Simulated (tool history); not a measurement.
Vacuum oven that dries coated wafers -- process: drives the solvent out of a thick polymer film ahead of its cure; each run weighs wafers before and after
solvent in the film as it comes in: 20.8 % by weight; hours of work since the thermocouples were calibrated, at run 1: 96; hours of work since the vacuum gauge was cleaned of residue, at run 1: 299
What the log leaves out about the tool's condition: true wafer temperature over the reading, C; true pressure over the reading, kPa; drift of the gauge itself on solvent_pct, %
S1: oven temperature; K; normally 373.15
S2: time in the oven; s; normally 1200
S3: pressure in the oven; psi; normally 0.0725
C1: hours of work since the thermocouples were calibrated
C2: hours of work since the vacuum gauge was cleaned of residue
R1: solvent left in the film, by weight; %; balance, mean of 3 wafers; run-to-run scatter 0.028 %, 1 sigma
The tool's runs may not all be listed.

run   hour      S1    S2      S3   C1   C2    R1
  1    0.0  373.15  1200  0.0725   96  299  0.98
  2   24.0  373.15  1200  0.0725  109  312  0.95
  3   50.8  373.15  1200  0.0725  124  326  1.01
  4   69.4  373.15  1200  0.2318  134  337  1.29
  5   95.0  373.15  1200  0.2318  148  351  1.36
  6  111.1  373.15  1200  0.0682  157  359  0.94
  7  127.2  373.15  1200  0.0682  166  368  0.93
  8  145.2  373.15  1200  0.0682  176  378  0.92
  9  178.7  373.15  1200  0.0725  194  396  0.95
 10  212.3  373.15  1200  0.0725  212  415  0.93
 11  238.0  373.15  1200  0.1456  226  429  1.15
 12  257.7  373.15  1200  0.1456  237  440  1.06
 13  277.1  373.15  1200  0.1456  248  450  1.14
 14  298.0  380.15  1200  0.1234  259  462  0.44
 15  314.4  373.15  1980  0.0725  268  471  0.31
 16  347.4  373.15  1980  0.0725  286  489  0.32
 17  381.7  373.15  1980  0.0725  305  507  0.31
 18  408.4  373.15  1200  0.1131  319  522  1.00
 19  424.7  387.15  1200  0.1123  328  531  0.18

Below are 3 alternative next runs, each starting from the tool's condition after run 19. Predict each:
  A  440.3  374.15  1200  0.0927  337  539   ?
  B  440.3  374.15  1200  0.2206  337  539   ?
  C  440.3  373.15  1200  0.1207  337  539   ?

run    R1
  A  0.85
  B  1.12
  C  1.04
Had the tool no hidden state, the same runs would have come out as:
run    R1
  A  0.84
  B  1.11
  C  1.04
